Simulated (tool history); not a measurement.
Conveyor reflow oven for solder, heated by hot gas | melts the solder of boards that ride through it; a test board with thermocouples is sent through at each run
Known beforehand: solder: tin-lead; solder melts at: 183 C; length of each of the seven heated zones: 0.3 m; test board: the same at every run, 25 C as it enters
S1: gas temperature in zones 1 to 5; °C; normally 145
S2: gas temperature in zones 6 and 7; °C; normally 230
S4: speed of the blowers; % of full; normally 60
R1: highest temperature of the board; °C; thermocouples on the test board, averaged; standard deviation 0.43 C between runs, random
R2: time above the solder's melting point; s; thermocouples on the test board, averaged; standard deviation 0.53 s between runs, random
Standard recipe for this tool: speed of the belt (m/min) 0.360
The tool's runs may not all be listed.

Run 1, hour 0.0: usual settings. Result: R1 212.6 °C, R2 73.9 s.
Run 2, hour 17.8: usual settings but S1 149 °C. Result: R1 213.3 °C, R2 76.0 s.
Run 3, hour 32.4: usual settings but S1 149 °C. Result: R1 212.5 °C, R2 75.9 s.
Run 4, hour 46.3: usual settings but S1 157 °C. Result: R1 215.0 °C, R2 83.4 s.
Run 5, hour 65.2: usual settings but S1 157 °C. Result: R1 214.5 °C, R2 82.8 s.
Run 6, hour 79.4: usual settings. Result: R1 212.5 °C, R2 72.5 s.
Run 7, hour 99.7: usual settings. Result: R1 211.7 °C, R2 73.1 s.
Run 8, hour 115.9: usual settings. Result: R1 211.1 °C, R2 72.3 s.
Run 9, hour 127.9: usual settings. Result: R1 211.7 °C, R2 71.5 s.
Run 10, hour 141.2: usual settings but speed of the belt (m/min) 0.296. Result: R1 216.9 °C, R2 98.7 s.
Run 11, hour 152.0: usual settings but S1 134 °C. Result: R1 209.0 °C, R2 63.0 s.
Run 12, hour 160.5: usual settings but S1 134 °C. Result: R1 209.0 °C, R2 63.9 s.
Run 13, hour 178.7: usual settings. Result: R1 210.9 °C, R2 72.2 s.
Run 14, hour 187.7: usual settings but S2 223 °C. Result: R1 204.5 °C, R2 64.1 s.
Run 15, hour 200.0: usual settings. Result: R1 210.9 °C, R2 71.0 s.
Run 16, hour 217.8: usual settings. Result: R1 210.9 °C, R2 71.7 s.
Run 17, hour 232.2: usual settings but S2 223 °C, speed of the belt (m/min) 0.410. Result: R1 200.6 °C, R2 48.0 s.
At hour 249.1: flux residue cleaned out of gas plates and filters.
Run 18, hour 249.3: usual settings but S1 146 °C, S2 223 °C, speed of the belt (m/min) 0.320, S4 71 % of full. Result: R1 212.5 °C, R2 87.2 s.
Run 19, hour 262.5: usual settings but S1 146 °C, S2 236 °C, speed of the belt (m/min) 0.320, S4 71 % of full. Result: R1 223.9 °C, R2 96.9 s.
Run 20, hour 281.8: usual settings but S1 146 °C, S2 236 °C, speed of the belt (m/min) 0.320, S4 71 % of full. Result: R1 224.1 °C, R2 97.4 s.
At hour 286.7: thermocouples of zones 6 and 7 changed.
Run 21, hour 296.8: usual settings but S1 141 °C, speed of the belt (m/min) 0.407. Result: R1 209.4 °C, R2 59.9 s.
Run 22, hour 312.0: usual settings but S1 140 °C. Result: R1 214.1 °C, R2 73.0 s.
Run 23, hour 332.3: usual settings but S1 140 °C, S4 86 % of full. Result: R1 219.3 °C, R2 80.8 s.
Run 24, hour 340.7: usual settings but S1 140 °C, speed of the belt (m/min) 0.414, S4 65 % of full. Result: R1 209.7 °C, R2 58.8 s.
Run 25, hour 359.1: usual settings but S1 153 °C, S2 244 °C, S4 53 % of full. Result: R1 225.7 °C, R2 90.4 s.
Run 26, hour 370.2: usual settings but S1 148 °C, S2 219 °C. Result: R1 205.7 °C, R2 66.7 s.
Run 27, hour 382.8: usual settings but S1 158 °C, S2 219 °C. Result: R1 207.2 °C, R2 75.7 s.
Run 28, hour 402.2: usual settings but S1 150 °C. Result: R1 214.7 °C, R2 79.1 s.
Run 29, hour 416.6: usual settings but S1 150 °C. Result: R1 214.7 °C, R2 80.5 s.
Run 30, hour 431.2: usual settings but S4 85 % of full. Result: R1 218.7 °C, R2 82.3 s.

A few steps of R1 between consecutive runs. Split each: what settings, incoming material and random variation would produce without the hidden state, and what is left over for the hidden state, along with gauge scatter present in only one of the two compared results (measured, and without hidden state):
Hidden conditions of the tool in this case: heat that the gas passes to the board, % of a clean oven's; belt's true speed, % of the reading; true gas temperature in zones 6 and 7 over the reading, C; drift of the gauge itself on peak_c, C; drift of the gauge itself on liquid_s, %.
Run 10 -> 11: S1 145 -> 134, speed of the belt (m/min) 0.296 -> 0.360. R1 -7.9 °C: hidden state -0.6, all else -7.3.
Run 17 -> 18: S1 145 -> 146, speed of the belt (m/min) 0.410 -> 0.320, S4 60 -> 71, flux residue cleaned out of gas plates and filters. R1 +11.9 °C: hidden state +2.0, all else +9.9.
Run 20 -> 21: S1 146 -> 141, S2 236 -> 230, speed of the belt (m/min) 0.320 -> 0.407, S4 71 -> 60, thermocouples of zones 6 and 7 changed. R1 -14.7 °C: hidden state +2.0, all else -16.7.
Run 24 -> 25: S1 140 -> 153, S2 230 -> 244, speed of the belt (m/min) 0.414 -> 0.360, S4 65 -> 53. R1 +16.0 °C: hidden state +0.1, all else +15.9.
Run 25 -> 26: S1 153 -> 148, S2 244 -> 219, S4 53 -> 60. R1 -20.0 °C: hidden state -0.1, all else -19.9.
